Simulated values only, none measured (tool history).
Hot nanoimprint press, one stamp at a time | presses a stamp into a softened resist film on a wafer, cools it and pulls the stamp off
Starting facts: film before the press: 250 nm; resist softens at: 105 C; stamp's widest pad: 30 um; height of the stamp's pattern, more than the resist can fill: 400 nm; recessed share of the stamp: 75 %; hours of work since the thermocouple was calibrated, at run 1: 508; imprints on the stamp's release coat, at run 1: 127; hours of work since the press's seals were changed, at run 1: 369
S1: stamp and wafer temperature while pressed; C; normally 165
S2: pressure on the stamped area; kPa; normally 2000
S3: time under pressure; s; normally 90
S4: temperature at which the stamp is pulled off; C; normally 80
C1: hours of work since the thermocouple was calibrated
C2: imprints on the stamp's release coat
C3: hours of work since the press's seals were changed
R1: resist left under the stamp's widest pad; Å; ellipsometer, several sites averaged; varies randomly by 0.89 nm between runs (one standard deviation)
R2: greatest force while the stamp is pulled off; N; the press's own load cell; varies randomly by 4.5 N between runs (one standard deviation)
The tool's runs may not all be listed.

run 1 hour=0 | S1=165 S2=2000 S3=90 S4=80 | C1=508 C2=127 C3=369 | R1=1449 R2=216
run 2 hour=16.7 | S1=165 S2=2000 S3=90 S4=70 | C1=518 C2=160 C3=379 | R1=1444 R2=244
run 3 hour=26.9 | S1=165 S2=2000 S3=90 S4=70 | C1=524 C2=181 C3=385 | R1=1466 R2=252
run 4 hour=35.9 | S1=165 S2=2000 S3=90 S4=70 | C1=529 C2=198 C3=390 | R1=1441 R2=253
run 5 hour=48.5 | S1=165 S2=2000 S3=165 S4=80 | C1=536 C2=223 C3=397 | R1=1163 R2=220
run 6 hour=56 | S1=165 S2=2000 S3=165 S4=80 | C1=540 C2=238 C3=401 | R1=1178 R2=221
-- hour=69.6 plate thermocouple calibrated
run 7 hour=74.7 | S1=165 S2=2000 S3=90 S4=80 | C1=3 C2=269 C3=410 | R1=1440 R2=223
run 8 hour=87.2 | S1=165 S2=2000 S3=90 S4=78 | C1=10 C2=294 C3=417 | R1=1436 R2=240
run 9 hour=102.3 | S1=165 S2=1480 S3=90 S4=80 | C1=19 C2=324 C3=426 | R1=1592 R2=219
run 10 hour=118.4 | S1=165 S2=2000 S3=90 S4=80 | C1=28 C2=355 C3=435 | R1=1444 R2=223
run 11 hour=134.9 | S1=165 S2=2000 S3=68 S4=80 | C1=37 C2=388 C3=444 | R1=1571 R2=221
run 12 hour=144 | S1=165 S2=2000 S3=130 S4=80 | C1=42 C2=406 C3=450 | R1=1273 R2=217
run 13 hour=160.1 | S1=165 S2=2000 S3=90 S4=80 | C1=51 C2=438 C3=459 | R1=1442 R2=217
run 14 hour=178 | S1=165 S2=2000 S3=90 S4=80 | C1=62 C2=473 C3=469 | R1=1430 R2=221
run 15 hour=188.8 | S1=165 S2=2000 S3=90 S4=80 | C1=68 C2=494 C3=475 | R1=1422 R2=223
run 16 hour=206.2 | S1=165 S2=1290 S3=47 S4=80 | C1=78 C2=529 C3=485 | R1=1950 R2=219
run 17 hour=217.8 | S1=165 S2=1290 S3=47 S4=80 | C1=84 C2=552 C3=491 | R1=1915 R2=214
run 18 hour=230.2 | S1=165 S2=1290 S3=47 S4=80 | C1=91 C2=576 C3=498 | R1=1956 R2=215
run 19 hour=243.2 | S1=158 S2=1290 S3=47 S4=80 | C1=99 C2=602 C3=506 | R1=2215 R2=218
run 20 hour=256.2 | S1=158 S2=2840 S3=57 S4=84 | C1=106 C2=627 C3=513 | R1=1835 R2=211
run 21 hour=265.3 | S1=158 S2=2840 S3=57 S4=84 | C1=111 C2=645 C3=518 | R1=1846 R2=207
run 22 hour=276.2 | S1=158 S2=2840 S3=57 S4=84 | C1=117 C2=667 C3=525 | R1=1828 R2=210
run 23 hour=290.4 | S1=160 S2=2000 S3=82 S4=80 | C1=125 C2=695 C3=533 | R1=1741 R2=219
run 24 hour=303.1 | S1=160 S2=2000 S3=83 S4=80 | C1=133 C2=720 C3=540 | R1=1739 R2=224
run 25 hour=316.9 | S1=175 S2=1610 S3=108 S4=80 | C1=140 C2=747 C3=548 | R1=1033 R2=223
run 26 hour=326.7 | S1=175 S2=1640 S3=139 S4=80 | C1=146 C2=767 C3=553 | R1=913 R2=227
run 27 hour=336.3 | S1=174 S2=2810 S3=53 S4=67 | C1=151 C2=786 C3=559 | R1=1103 R2=259
run 28 hour=350.5 | S1=174 S2=2810 S3=53 S4=67 | C1=159 C2=814 C3=567 | R1=1117 R2=260
run 29 hour=364.3 | S1=165 S2=2240 S3=158 S4=80 | C1=167 C2=841 C3=575 | R1=1120 R2=219
run 30 hour=375.9 | S1=169 S2=2000 S3=130 S4=80 | C1=174 C2=864 C3=581 | R1=1096 R2=215

Forecast each of these 4 alternatives for the next run:
run A hour=386 | S1=155 S2=1290 S3=90 S4=70 | C1=180 C2=884 C3=587 | R1=? R2=?
run B hour=386 | S1=169 S2=2330 S3=130 S4=80 | C1=180 C2=884 C3=587 | R1=? R2=?
run C hour=386 | S1=160 S2=2000 S3=69 S4=88 | C1=180 C2=884 C3=587 | R1=? R2=?
run D hour=386 | S1=169 S2=1290 S3=82 S4=80 | C1=180 C2=884 C3=587 | R1=? R2=?

run=A R1=2119 R2=265
run=B R1=1017 R2=221
run=C R1=1816 R2=196
run=D R1=1500 R2=221
With the hidden condition removed and each run's random variation left untouched, the same runs would have given:
run=A R1=2117 R2=263
run=B R1=1015 R2=219
run=C R1=1813 R2=195
run=D R1=1497 R2=220

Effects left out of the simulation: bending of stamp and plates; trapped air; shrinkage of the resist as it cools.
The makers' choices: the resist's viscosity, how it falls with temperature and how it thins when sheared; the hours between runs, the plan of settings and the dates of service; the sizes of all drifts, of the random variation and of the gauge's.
